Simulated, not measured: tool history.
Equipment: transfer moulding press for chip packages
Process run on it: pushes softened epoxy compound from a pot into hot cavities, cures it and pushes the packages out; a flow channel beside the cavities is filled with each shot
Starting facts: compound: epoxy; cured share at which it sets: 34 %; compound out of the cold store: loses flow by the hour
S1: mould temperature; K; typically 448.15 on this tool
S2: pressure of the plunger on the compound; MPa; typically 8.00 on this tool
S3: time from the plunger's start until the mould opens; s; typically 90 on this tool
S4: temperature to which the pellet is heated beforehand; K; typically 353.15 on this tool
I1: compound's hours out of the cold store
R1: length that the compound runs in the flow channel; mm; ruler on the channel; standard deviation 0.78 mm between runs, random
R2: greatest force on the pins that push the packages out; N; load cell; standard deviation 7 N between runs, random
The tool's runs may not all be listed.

run,day,S1,S2,S3,S4,I1,R1,R2
1,0.000,448.15,8.00,90,353.15,27.8,507.1,400
2,0.529,448.15,8.00,90,353.15,38.4,477.9,416
3,1.254,448.15,8.00,90,353.15,25.9,513.5,428
4,2.450,448.15,8.00,90,353.15,33.5,489.2,425
5,3.083,448.15,8.00,90,353.15,12.3,551.0,437
6,3.804,448.15,8.00,90,353.15,24.4,514.2,322
7,4.562,448.15,8.00,90,353.15,11.5,552.5,361
8,5.717,448.15,8.00,90,353.15,37.1,476.8,384
9,6.683,448.15,8.00,90,352.15,24.3,510.4,424
10,7.538,443.15,8.00,90,353.15,12.4,561.1,565
11,8.496,443.15,8.00,90,353.15,42.7,472.4,526
12,9.583,443.15,8.00,90,353.15,17.5,562.4,564
13,10.929,443.15,8.00,90,353.15,11.2,581.1,487
14,12.183,443.15,8.00,90,353.15,22.8,541.4,503
15,12.742,451.15,8.00,90,353.15,14.1,547.2,396
16,13.800,443.15,8.26,90,353.15,8.0,600.5,584
17,14.542,448.15,9.77,76,360.15,18.0,595.7,571
18,15.075,448.15,8.00,106,345.15,40.5,475.8,396
19,16.267,448.15,8.00,98,362.15,37.1,482.2,313
20,16.829,448.15,8.00,98,362.15,46.4,458.7,339
21,17.938,448.15,8.00,98,362.15,19.0,532.6,382
22,18.817,448.15,8.00,98,362.15,8.9,564.5,410
23,19.650,448.15,8.00,91,348.15,12.4,551.7,430
24,20.571,448.15,8.00,91,344.15,46.7,454.8,437
25,21.658,453.15,8.79,87,353.15,10.1,568.9,279
26,22.438,453.15,8.79,87,353.15,12.1,562.4,332
27,23.458,453.15,8.79,127,345.15,41.9,476.0,343
28,24.417,448.15,8.00,82,353.15,36.4,477.0,445

The log once held 5 entries between its listed runs, left out of this copy. Where does each go, and what is different about the tool's unlogged condition between the listed run before it and the listed run after it?
From run 5 to run 6: cavities cleaned with cleaning compound and waxed (day 3.750)
  true mould temperature over the reading, C: -0.14 -> -0.15; pressure that reaches the compound, % of what is set: 95.65 -> 95.39; grip of the stained cavities, % over clean ones': 48.9 -> 5.8
  difference, measured minus the result without the unlogged condition, R1: -11.9 -> -11.9 mm; R2: +144 -> +19 N
From run 11 to run 12: plunger's sealing rings changed (day 9.162)
  true mould temperature over the reading, C: -0.2 -> -0.21; pressure that reaches the compound, % of what is set: 93.6 -> 99.78; grip of the stained cavities, % over clean ones': 48 -> 49.7
  difference, measured minus the result without the unlogged condition, R1: -15.3 -> +0.1 mm; R2: +173 -> +190 N
From run 12 to run 13: cavities cleaned with cleaning compound and waxed (day 9.762)
  true mould temperature over the reading, C: -0.21 -> -0.23; pressure that reaches the compound, % of what is set: 99.78 -> 99.27; grip of the stained cavities, % over clean ones': 49.7 -> 23.9
  difference, measured minus the result without the unlogged condition, R1: +0.1 -> -1.4 mm; R2: +190 -> +100 N
From run 18 to run 19: cavities cleaned with cleaning compound and waxed (day 15.646)
  true mould temperature over the reading, C: -0.27 -> -0.28; pressure that reaches the compound, % of what is set: 97.72 -> 97.27; grip of the stained cavities, % over clean ones': 48.7 -> 15.6
  difference, measured minus the result without the unlogged condition, R1: -4.8 -> -6.0 mm; R2: +131 -> +44 N
From run 24 to run 25: cavities cleaned with cleaning compound and waxed (day 21.517)
  true mould temperature over the reading, C: -0.33 -> -0.34; pressure that reaches the compound, % of what is set: 95.68 -> 95.33; grip of the stained cavities, % over clean ones': 48.6 -> 4.4
  difference, measured minus the result without the unlogged condition, R1: -9.3 -> -12.8 mm; R2: +146 -> +13 N
